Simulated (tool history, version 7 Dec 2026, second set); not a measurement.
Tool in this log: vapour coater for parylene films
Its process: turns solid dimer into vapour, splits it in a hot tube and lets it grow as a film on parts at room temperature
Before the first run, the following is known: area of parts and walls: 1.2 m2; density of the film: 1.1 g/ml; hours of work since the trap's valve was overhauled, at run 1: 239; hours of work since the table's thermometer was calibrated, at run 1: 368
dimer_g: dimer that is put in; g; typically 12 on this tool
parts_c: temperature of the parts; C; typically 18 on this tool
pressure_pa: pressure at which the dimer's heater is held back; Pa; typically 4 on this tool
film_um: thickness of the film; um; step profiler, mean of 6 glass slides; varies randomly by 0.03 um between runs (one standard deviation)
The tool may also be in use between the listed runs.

| run | day | dimer_g | parts_c | pressure_pa | hours of work since the trap's valve was overhauled | hours of work since the table's thermometer was calibrated | film_um |
|---|---|---|---|---|---|---|---|
| 1 | 0 | 12 | 18 | 4 | 239 | 368 | 5.24 |
| 2 | 0.504 | 12 | 18 | 4 | 246 | 375 | 5.27 |
| 3 | 1.108 | 12 | 13 | 4 | 254 | 382 | 6.38 |
| 4 | 1.738 | 12 | 13 | 4 | 262 | 390 | 6.28 |
| 5 | 2.321 | 12 | 12 | 4 | 269 | 398 | 6.52 |
| 6 | 3.008 | 12 | 18 | 4.49 | 278 | 407 | 5.12 |
| 7 | 3.788 | 12 | 18 | 4 | 288 | 417 | 5.17 |
| 8 | 4.392 | 12 | 18 | 4 | 295 | 424 | 5.14 |
| 9 | 4.758 | 12 | 26 | 4 | 300 | 429 | 3.76 |
| 10 | 5.525 | 12 | 18 | 4 | 310 | 439 | 5.12 |
|  | 5.738 | trap's valve overhauled |
| 11 | 6.162 | 12 | 18 | 7.9 | 5 | 445 | 4.58 |
| 12 | 6.696 | 12 | 24 | 4 | 12 | 452 | 3.84 |
| 13 | 7.067 | 12 | 24 | 4 | 17 | 456 | 3.85 |
| 14 | 7.592 | 12 | 24 | 4 | 24 | 463 | 3.78 |
| 15 | 8.221 | 12 | 24 | 4 | 32 | 471 | 3.81 |
| 16 | 8.804 | 12 | 24 | 4 | 39 | 478 | 3.81 |
| 17 | 9.129 | 12 | 14 | 4 | 43 | 483 | 5.68 |
| 18 | 9.533 | 12 | 14 | 4 | 48 | 488 | 5.61 |
|  | 9.95 | trap's valve overhauled, once more |
| 19 | 10.346 | 12 | 18 | 4 | 5 | 496 | 5.63 |
| 20 | 10.867 | 17 | 15 | 3.03 | 12 | 503 | 9.21 |
| 21 | 11.588 | 7 | 10 | 3.03 | 21 | 512 | 4.61 |
| 22 | 12.354 | 12 | 25 | 7.41 | 31 | 522 | 4.03 |
| 23 | 13.117 | 5 | 10 | 5.06 | 40 | 531 | 3.13 |
| 24 | 13.538 | 5 | 10 | 3.39 | 46 | 537 | 3.23 |
| 25 | 14.029 | 8 | 10 | 3.39 | 52 | 543 | 5.15 |
| 26 | 14.733 | 7 | 26 | 5.24 | 61 | 552 | 2.35 |
| 27 | 15.096 | 7 | 13 | 2.26 | 66 | 557 | 4.11 |
| 28 | 15.608 | 7 | 13 | 2.26 | 72 | 563 | 4.1 |
| 29 | 16.008 | 7 | 13 | 2.26 | 77 | 568 | 4.06 |
| 30 | 16.775 | 7 | 13 | 2.26 | 87 | 578 | 4.08 |
| 31 | 17.521 | 7 | 13 | 2.26 | 97 | 588 | 4.07 |
| 32 | 18.004 | 19 | 13 | 2.26 | 103 | 594 | 11.07 |
| 33 | 18.742 | 8 | 24 | 4 | 112 | 603 | 2.89 |
| 34 | 19.283 | 6 | 12 | 2.5 | 119 | 610 | 3.62 |
| 35 | 19.754 | 9 | 12 | 4 | 125 | 616 | 5.2 |
| 36 | 20.238 | 7 | 24 | 4 | 131 | 622 | 2.49 |
| 37 | 20.9 | 7 | 11 | 11.56 | 140 | 631 | 3.82 |
| 38 | 21.571 | 14 | 12 | 3.47 | 148 | 639 | 8.08 |

For some of the steps in film_um from one run to the next: how much would appear even if the tool had no hidden state, given the settings, what came in and random variation, and how much remains for the hidden state plus any gauge scatter that the measured result and the result without hidden state don't share?
The hidden state here: vapour lost through the trap's worn valve, %; true temperature of the parts over the reading, C; drift of the gauge itself on film_um, %.
Run 10 -> 11: pressure_pa 4 -> 7.9, trap's valve overhauled. film_um -0.54 um: hidden state -0.2, all else -0.34.
Run 16 -> 17: parts_c 24 -> 14. film_um +1.87 um: hidden state -0.33, all else +2.2.
Run 18 -> 19: parts_c 14 -> 18, trap's valve overhauled, once more. film_um +0.02 um: hidden state +0.98, all else -0.96.
Run 20 -> 21: dimer_g 17 -> 7, parts_c 15 -> 10. film_um -4.6 um: hidden state -0.03, all else -4.57.
Run 31 -> 32: dimer_g 7 -> 19. film_um +7 um: hidden state -0.19, all else +7.19.
Run 32 -> 33: dimer_g 19 -> 8, parts_c 13 -> 24, pressure_pa 2.26 -> 4. film_um -8.18 um: hidden state +0.2, all else -8.38.

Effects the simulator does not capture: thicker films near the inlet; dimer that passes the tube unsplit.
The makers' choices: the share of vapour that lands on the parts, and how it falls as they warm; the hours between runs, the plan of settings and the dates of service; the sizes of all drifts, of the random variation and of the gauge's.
